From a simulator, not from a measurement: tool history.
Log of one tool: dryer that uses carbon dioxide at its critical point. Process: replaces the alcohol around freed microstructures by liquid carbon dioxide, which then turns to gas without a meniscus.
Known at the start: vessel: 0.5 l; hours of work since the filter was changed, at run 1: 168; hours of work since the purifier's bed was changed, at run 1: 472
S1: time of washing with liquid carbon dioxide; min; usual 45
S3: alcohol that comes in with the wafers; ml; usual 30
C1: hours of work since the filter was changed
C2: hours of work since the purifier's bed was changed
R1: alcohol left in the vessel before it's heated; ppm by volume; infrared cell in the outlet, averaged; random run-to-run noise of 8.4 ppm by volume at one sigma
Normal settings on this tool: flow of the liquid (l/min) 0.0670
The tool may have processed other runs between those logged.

{"run": 1, "hour": 0.0, "S1": 45, "flow of the liquid (l/min)": 0.067, "S3": 30, "C1": 168, "C2": 472, "R1": 793}
{"run": 2, "hour": 27.8, "S1": 43, "flow of the liquid (l/min)": 0.067, "S3": 30, "C1": 185, "C2": 489, "R1": 1023}
{"hour": 43.9, "done": "inlet filter changed"}
{"run": 3, "hour": 78.8, "S1": 45, "flow of the liquid (l/min)": 0.067, "S3": 30, "C1": 21, "C2": 519, "R1": 524}
{"run": 4, "hour": 132.2, "S1": 45, "flow of the liquid (l/min)": 0.067, "S3": 30, "C1": 53, "C2": 551, "R1": 602}
{"run": 5, "hour": 169.4, "S1": 45, "flow of the liquid (l/min)": 0.067, "S3": 30, "C1": 75, "C2": 574, "R1": 655}
{"run": 6, "hour": 219.1, "S1": 45, "flow of the liquid (l/min)": 0.067, "S3": 30, "C1": 105, "C2": 603, "R1": 700}
{"run": 7, "hour": 244.9, "S1": 45, "flow of the liquid (l/min)": 0.067, "S3": 30, "C1": 121, "C2": 619, "R1": 747}
{"run": 8, "hour": 305.4, "S1": 45, "flow of the liquid (l/min)": 0.067, "S3": 30, "C1": 157, "C2": 655, "R1": 824}
{"run": 9, "hour": 362.1, "S1": 45, "flow of the liquid (l/min)": 0.067, "S3": 30, "C1": 191, "C2": 689, "R1": 966}
{"hour": 367.5, "done": "inlet filter changed"}
{"run": 10, "hour": 423.8, "S1": 45, "flow of the liquid (l/min)": 0.067, "S3": 30, "C1": 34, "C2": 726, "R1": 562}
{"run": 11, "hour": 475.2, "S1": 45, "flow of the liquid (l/min)": 0.067, "S3": 30, "C1": 65, "C2": 757, "R1": 613}
{"run": 12, "hour": 514.7, "S1": 45, "flow of the liquid (l/min)": 0.067, "S3": 30, "C1": 88, "C2": 780, "R1": 662}
{"run": 13, "hour": 570.3, "S1": 48, "flow of the liquid (l/min)": 0.067, "S3": 30, "C1": 122, "C2": 814, "R1": 565}
{"run": 14, "hour": 613.8, "S1": 48, "flow of the liquid (l/min)": 0.067, "S3": 30, "C1": 148, "C2": 840, "R1": 616}
{"hour": 668.1, "done": "purifier's bed changed"}
{"run": 15, "hour": 674.6, "S1": 45, "flow of the liquid (l/min)": 0.0916, "S3": 30, "C1": 183, "C2": 4, "R1": 198}
{"hour": 696.4, "done": "inlet filter changed"}
{"run": 16, "hour": 701.9, "S1": 45, "flow of the liquid (l/min)": 0.067, "S3": 49, "C1": 3, "C2": 20, "R1": 738}
{"run": 17, "hour": 735.9, "S1": 45, "flow of the liquid (l/min)": 0.086, "S3": 30, "C1": 24, "C2": 40, "R1": 139}
{"run": 18, "hour": 784.3, "S1": 45, "flow of the liquid (l/min)": 0.0786, "S3": 30, "C1": 53, "C2": 69, "R1": 266}
{"run": 19, "hour": 813.3, "S1": 68, "flow of the liquid (l/min)": 0.067, "S3": 30, "C1": 70, "C2": 87, "R1": 64}
{"run": 20, "hour": 838.7, "S1": 47, "flow of the liquid (l/min)": 0.067, "S3": 30, "C1": 85, "C2": 102, "R1": 522}
{"run": 21, "hour": 897.6, "S1": 47, "flow of the liquid (l/min)": 0.067, "S3": 30, "C1": 121, "C2": 137, "R1": 572}
{"run": 22, "hour": 957.8, "S1": 45, "flow of the liquid (l/min)": 0.067, "S3": 30, "C1": 157, "C2": 173, "R1": 793}
{"run": 23, "hour": 1012.5, "S1": 45, "flow of the liquid (l/min)": 0.067, "S3": 30, "C1": 190, "C2": 206, "R1": 941}
{"hour": 1024.2, "done": "inlet filter changed"}
{"run": 24, "hour": 1074.5, "S1": 71, "flow of the liquid (l/min)": 0.067, "S3": 30, "C1": 30, "C2": 243, "R1": 51}
{"run": 25, "hour": 1100.8, "S1": 64, "flow of the liquid (l/min)": 0.0541, "S3": 37, "C1": 46, "C2": 259, "R1": 330}
{"run": 26, "hour": 1147.6, "S1": 29, "flow of the liquid (l/min)": 0.0578, "S3": 75, "C1": 74, "C2": 287, "R1": 11202}
{"run": 27, "hour": 1177.8, "S1": 34, "flow of the liquid (l/min)": 0.0578, "S3": 49, "C1": 92, "C2": 305, "R1": 5050}
{"run": 28, "hour": 1229.2, "S1": 45, "flow of the liquid (l/min)": 0.0664, "S3": 27, "C1": 123, "C2": 336, "R1": 653}
{"run": 29, "hour": 1280.9, "S1": 45, "flow of the liquid (l/min)": 0.046, "S3": 30, "C1": 154, "C2": 367, "R1": 2865}
{"run": 30, "hour": 1306.5, "S1": 28, "flow of the liquid (l/min)": 0.0941, "S3": 111, "C1": 169, "C2": 382, "R1": 5424}
{"run": 31, "hour": 1335.9, "S1": 33, "flow of the liquid (l/min)": 0.067, "S3": 46, "C1": 187, "C2": 400, "R1": 4194}
{"hour": 1349.1, "done": "inlet filter changed"}
{"run": 32, "hour": 1367.8, "S1": 45, "flow of the liquid (l/min)": 0.0488, "S3": 42, "C1": 11, "C2": 418, "R1": 2465}
{"run": 33, "hour": 1415.7, "S1": 45, "flow of the liquid (l/min)": 0.067, "S3": 98, "C1": 40, "C2": 447, "R1": 1750}
{"run": 34, "hour": 1460.3, "S1": 45, "flow of the liquid (l/min)": 0.067, "S3": 98, "C1": 67, "C2": 474, "R1": 1894}
{"run": 35, "hour": 1513.7, "S1": 45, "flow of the liquid (l/min)": 0.067, "S3": 98, "C1": 99, "C2": 506, "R1": 2073}
{"run": 36, "hour": 1564.1, "S1": 41, "flow of the liquid (l/min)": 0.0586, "S3": 20, "C1": 129, "C2": 536, "R1": 1170}
{"run": 37, "hour": 1621.6, "S1": 41, "flow of the liquid (l/min)": 0.0586, "S3": 20, "C1": 164, "C2": 571, "R1": 1298}
{"run": 38, "hour": 1651.4, "S1": 41, "flow of the liquid (l/min)": 0.0586, "S3": 20, "C1": 182, "C2": 589, "R1": 1377}
{"hour": 1674.7, "done": "inlet filter changed"}
{"run": 39, "hour": 1691.9, "S1": 41, "flow of the liquid (l/min)": 0.0586, "S3": 20, "C1": 10, "C2": 612, "R1": 846}
{"run": 40, "hour": 1733.0, "S1": 39, "flow of the liquid (l/min)": 0.0637, "S3": 25, "C1": 35, "C2": 637, "R1": 1018}
{"run": 41, "hour": 1790.2, "S1": 28, "flow of the liquid (l/min)": 0.067, "S3": 91, "C1": 69, "C2": 671, "R1": 10413}
{"run": 42, "hour": 1843.3, "S1": 50, "flow of the liquid (l/min)": 0.067, "S3": 30, "C1": 101, "C2": 703, "R1": 432}
{"run": 43, "hour": 1903.7, "S1": 54, "flow of the liquid (l/min)": 0.108, "S3": 30, "C1": 138, "C2": 739, "R1": 58}
{"run": 44, "hour": 1948.3, "S1": 36, "flow of the liquid (l/min)": 0.0703, "S3": 51, "C1": 164, "C2": 766, "R1": 2839}
{"run": 45, "hour": 1975.3, "S1": 36, "flow of the liquid (l/min)": 0.0703, "S3": 51, "C1": 180, "C2": 782, "R1": 2959}
{"hour": 1998.6, "done": "inlet filter changed"}
{"run": 46, "hour": 2016.0, "S1": 47, "flow of the liquid (l/min)": 0.0703, "S3": 62, "C1": 10, "C2": 806, "R1": 688}
{"run": 47, "hour": 2064.7, "S1": 46, "flow of the liquid (l/min)": 0.067, "S3": 30, "C1": 40, "C2": 835, "R1": 524}

Take each entry between the runs: how does the hidden state at the last listed run before it differ from the hidden state at the first listed run after it?
Between runs 2 and 3: inlet filter changed (hour 43.9)
  flow that reaches the vessel past the clogged filter, %: 87.5 -> 97.9; alcohol in the recycled carbon dioxide, ppm: 31.4 -> 32.9
  difference, measured minus the result without the unlogged condition, R1: +468 -> +75 ppm by volume
Between runs 9 and 10: inlet filter changed (hour 367.5)
  flow that reaches the vessel past the clogged filter, %: 85.9 -> 97.3; alcohol in the recycled carbon dioxide, ppm: 42 -> 43.9
  difference, measured minus the result without the unlogged condition, R1: +498 -> +105 ppm by volume
Between runs 14 and 15: purifier's bed changed (hour 668.1)
  flow that reaches the vessel past the clogged filter, %: 89 -> 86.4; alcohol in the recycled carbon dioxide, ppm: 50 -> 5.9
  difference, measured minus the result without the unlogged condition, R1: +296 -> +115 ppm by volume
Between runs 15 and 16: inlet filter changed (hour 696.4)
  flow that reaches the vessel past the clogged filter, %: 86.4 -> 99.4; alcohol in the recycled carbon dioxide, ppm: 5.9 -> 6.6
  difference, measured minus the result without the unlogged condition, R1: +115 -> +22 ppm by volume
Between runs 23 and 24: inlet filter changed (hour 1024.2)
  flow that reaches the vessel past the clogged filter, %: 85.6 -> 97.5; alcohol in the recycled carbon dioxide, ppm: 16.5 -> 18.5
  difference, measured minus the result without the unlogged condition, R1: +474 -> +19 ppm by volume
Between runs 31 and 32: inlet filter changed (hour 1349.1)
  flow that reaches the vessel past the clogged filter, %: 86.6 -> 98.9; alcohol in the recycled carbon dioxide, ppm: 26.8 -> 27.8
  difference, measured minus the result without the unlogged condition, R1: +1616 -> +121 ppm by volume
Between runs 38 and 39: inlet filter changed (hour 1674.7)
  flow that reaches the vessel past the clogged filter, %: 87.4 -> 99.2; alcohol in the recycled carbon dioxide, ppm: 36.6 -> 37.8
  difference, measured minus the result without the unlogged condition, R1: +557 -> +56 ppm by volume
Between runs 45 and 46: inlet filter changed (hour 1998.6)
  flow that reaches the vessel past the clogged filter, %: 86.9 -> 98.7; alcohol in the recycled carbon dioxide, ppm: 46.9 -> 48.1
  difference, measured minus the result without the unlogged condition, R1: +1259 -> +86 ppm by volume

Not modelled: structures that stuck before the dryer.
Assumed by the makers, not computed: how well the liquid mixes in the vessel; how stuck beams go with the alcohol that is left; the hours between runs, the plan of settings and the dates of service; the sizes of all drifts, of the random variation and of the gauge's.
